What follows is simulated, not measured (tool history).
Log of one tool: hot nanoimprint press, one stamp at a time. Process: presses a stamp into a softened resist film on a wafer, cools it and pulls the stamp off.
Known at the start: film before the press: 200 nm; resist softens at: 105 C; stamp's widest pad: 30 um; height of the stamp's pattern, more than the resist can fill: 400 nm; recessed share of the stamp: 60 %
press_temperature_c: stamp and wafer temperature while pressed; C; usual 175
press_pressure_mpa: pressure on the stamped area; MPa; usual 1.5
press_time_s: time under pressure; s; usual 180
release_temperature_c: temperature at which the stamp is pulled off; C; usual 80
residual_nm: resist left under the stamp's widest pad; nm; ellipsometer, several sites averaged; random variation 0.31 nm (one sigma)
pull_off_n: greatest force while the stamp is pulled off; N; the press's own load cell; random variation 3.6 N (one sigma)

| run | hour | press_temperature_c | press_pressure_mpa | press_time_s | release_temperature_c | residual_nm | pull_off_n |
|---|---|---|---|---|---|---|---|
| 1 | 0 | 175 | 1.5 | 180 | 80 | 108 | 169 |
| 2 | 31.7 | 175 | 1.5 | 180 | 80 | 107.7 | 177 |
| 3 | 84.1 | 175 | 1.5 | 180 | 80 | 107 | 185 |
| 4 | 146 | 175 | 1.5 | 180 | 80 | 106.7 | 205 |
| 5 | 209.6 | 175 | 1.18 | 180 | 80 | 117.9 | 211 |
|  | 226 | plate thermocouple calibrated |
| 6 | 278.7 | 175 | 1.18 | 180 | 80 | 120.8 | 244 |
| 7 | 317.5 | 175 | 1.5 | 142 | 80 | 117.5 | 244 |
| 8 | 351.5 | 175 | 1.5 | 180 | 80 | 109 | 257 |
|  | 396 | stamp cleaned and given a new release coat |
| 9 | 396 | 175 | 1.5 | 180 | 80 | 108.9 | 166 |
| 10 | 440.3 | 175 | 1.01 | 192 | 67 | 124 | 231 |
| 11 | 474.4 | 175 | 1.01 | 192 | 67 | 124.5 | 231 |
| 12 | 542 | 167 | 1.15 | 140 | 80 | 151.2 | 196 |
| 13 | 592 | 167 | 1.15 | 140 | 80 | 151.5 | 211 |
| 14 | 626.6 | 167 | 1.15 | 140 | 80 | 151.2 | 226 |
| 15 | 663.1 | 167 | 1.15 | 314 | 80 | 123.3 | 234 |

Forecast each of these 5 alternatives for the next run:
|  | 704.6 | plate thermocouple calibrated |
| A | 715.5 | 167 | 2.26 | 314 | 88 | ? | ? |
|  | 704.6 | plate thermocouple calibrated |
| B | 715.5 | 175 | 1.5 | 180 | 69 | ? | ? |
|  | 704.6 | plate thermocouple calibrated |
| C | 715.5 | 175 | 1.92 | 180 | 70 | ? | ? |
|  | 704.6 | plate thermocouple calibrated |
| D | 715.5 | 167 | 1.15 | 336 | 80 | ? | ? |
|  | 704.6 | plate thermocouple calibrated |
| E | 715.5 | 170 | 1.5 | 180 | 80 | ? | ? |

| run | residual_nm | pull_off_n |
|---|---|---|
| A | 97.4 | 199 |
| B | 110.5 | 309 |
| C | 99.8 | 295 |
| D | 124.7 | 252 |
| E | 125.1 | 243 |
Without the tool's hidden state the same runs would have given:
| run | residual_nm | pull_off_n |
|---|---|---|
| A | 94.1 | 137 |
| B | 108.3 | 214 |
| C | 97 | 204 |
| D | 123 | 175 |
| E | 122.9 | 168 |
